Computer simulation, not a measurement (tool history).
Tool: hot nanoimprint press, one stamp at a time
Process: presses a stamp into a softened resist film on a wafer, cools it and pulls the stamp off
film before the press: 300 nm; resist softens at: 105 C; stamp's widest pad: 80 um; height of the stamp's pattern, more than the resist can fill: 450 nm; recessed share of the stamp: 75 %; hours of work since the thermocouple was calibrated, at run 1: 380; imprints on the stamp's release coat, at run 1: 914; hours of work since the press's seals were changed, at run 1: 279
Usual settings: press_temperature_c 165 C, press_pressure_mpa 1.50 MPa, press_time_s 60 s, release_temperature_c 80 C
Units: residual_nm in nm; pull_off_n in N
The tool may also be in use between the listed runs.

run    day  press_temperature_c  press_pressure_mpa  press_time_s  release_temperature_c  hours of work since the thermocouple was calibrated  imprints on the stamp's release coat  hours of work since the press's seals were changed  residual_nm  pull_off_n
  1  0.000                  165                1.50            60                     80                                                  380                                   914                                                 279        113.4         265
  2  0.429                  165                1.50            60                     80                                                  384                                   929                                                 283        113.2         264
  3  0.771                  165                1.50            60                     68                                                  388                                   942                                                 286        111.2         291
  4  1.192                  165                1.50            60                     68                                                  392                                   957                                                 291        113.5         299
  5  1.850                  161                1.50            60                     68                                                  399                                   980                                                 297        147.6         286
  6  2.458                  165                1.50            60                     80                                                  405                                  1002                                                 304        112.3         277
  7  2.771                  165                1.50            60                     80                                                  408                                  1013                                                 307        113.4         266
  8  3.292                  165                1.50            60                     80                                                  414                                  1032                                                 312        113.6         262
  9  3.967                  165                1.50            99                     80                                                  420                                  1056                                                 319         90.8         274
 10  4.388                  165                1.50            99                     80                                                  425                                  1072                                                 323         91.2         270
 11  5.000                  172                1.52            32                     80                                                  431                                  1094                                                 330         92.2         274
 12  5.442                  161                1.60            60                     80                                                  435                                  1109                                                 334        142.3         275
 13  5.962                  161                1.60            60                     80                                                  441                                  1128                                                 339        143.6         263
 14  6.433                  161                1.60            60                     80                                                  446                                  1145                                                 344        142.7         280
     6.621  -- plate thermocouple calibrated
 15  7.175                  161                1.60            35                     70                                                    6                                  1167                                                 350        169.9         300
 16  7.592                  161                2.12            60                     87                                                   10                                  1182                                                 355        124.8         260
     8.088  -- plate thermocouple calibrated, once more
 17  8.396                  161                2.12            60                     87                                                    3                                  1206                                                 362        142.2         273
 18  8.846                  161                2.12            60                     87                                                    8                                  1223                                                 366        142.6         267
 19  9.379                  165                1.50            73                     83                                                   13                                  1242                                                 372        115.5         282

Forecast each of these 4 alternatives for the next run:
  A  9.688                  165                1.50            42                     68                                                   16                                  1253                                                 375            ?           ?
  B  9.688                  172                1.50            60                     80                                                   16                                  1253                                                 375            ?           ?
  C  9.688                  173                0.96            74                     80                                                   16                                  1253                                                 375            ?           ?
  D  9.688                  165                1.50            85                     78                                                   16                                  1253                                                 375            ?           ?

run  residual_nm  pull_off_n
  A        143.0         304
  B         78.4         287
  C         81.8         291
  D        108.1         291
Without the tool's hidden state the same runs would have given:
run  residual_nm  pull_off_n
  A        141.6         235
  B         77.5         222
  C         81.2         225
  D        106.9         225

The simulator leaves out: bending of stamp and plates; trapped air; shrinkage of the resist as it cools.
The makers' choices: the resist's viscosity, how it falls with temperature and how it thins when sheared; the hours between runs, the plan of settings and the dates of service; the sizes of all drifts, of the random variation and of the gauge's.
